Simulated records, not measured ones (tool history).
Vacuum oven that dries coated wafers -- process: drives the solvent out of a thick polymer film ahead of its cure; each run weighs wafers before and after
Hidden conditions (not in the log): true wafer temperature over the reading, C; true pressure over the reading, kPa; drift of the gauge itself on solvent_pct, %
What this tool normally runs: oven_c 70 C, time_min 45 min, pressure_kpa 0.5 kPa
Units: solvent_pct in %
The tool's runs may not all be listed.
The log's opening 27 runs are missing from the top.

run	day	oven_c	time_min	pressure_kpa	hours of work since the thermocouples were calibrated	hours of work since the vacuum gauge was cleaned of residue	solvent_pct
28	79.696	70	36	0.5	279	886	5.79
29	81.608	74	36	0.694	315	922	4.56
30	83.75	70	33	0.5	356	963	6.26
31	87.575	59	45	0.685	429	1036	8.24
32	89.817	70	45	1.962	472	1079	5.47
33	93.133	70	45	1.962	535	1142	5.43
# day 96.046: vacuum gauge cleaned of residue and calibrated
34	96.438	65	46	0.475	597	7	5.67
35	98.283	65	46	0.475	632	43	5.7
36	101.233	60	39	0.5	689	99	8.26
37	104.988	83	40	0.305	760	171	1.4
38	107.188	83	40	0.305	802	213	1.32
39	109.262	83	40	1.12	842	252	1.73
40	112.858	83	40	1.12	910	321	1.79
41	114.983	56	59	1.576	951	361	8.39
42	117.967	72	78	1.576	1008	418	2.17
43	119.717	70	45	0.726	1041	452	4.29
44	121.683	56	72	0.726	1079	489	6.38
45	124.592	85	45	0.534	1134	545	0.82
46	126.696	85	45	0.534	1174	585	0.9
47	129.204	85	45	0.534	1222	633	0.98
48	132.112	75	77	0.29	1278	688	0.86

Below are 3 alternative next runs, each starting from the tool's condition after run 48. Predict each:
A	135.383	79	26	1.257	1340	750	?
B	135.383	79	34	0.855	1340	750	?
C	135.383	70	39	0.5	1340	750	?

run	solvent_pct
A	4.4
B	3.04
C	4.64
Take away the tool's hidden state, keep each run's random variation, and the runs would have read:
run	solvent_pct
A	5.02
B	3.57
C	5.27
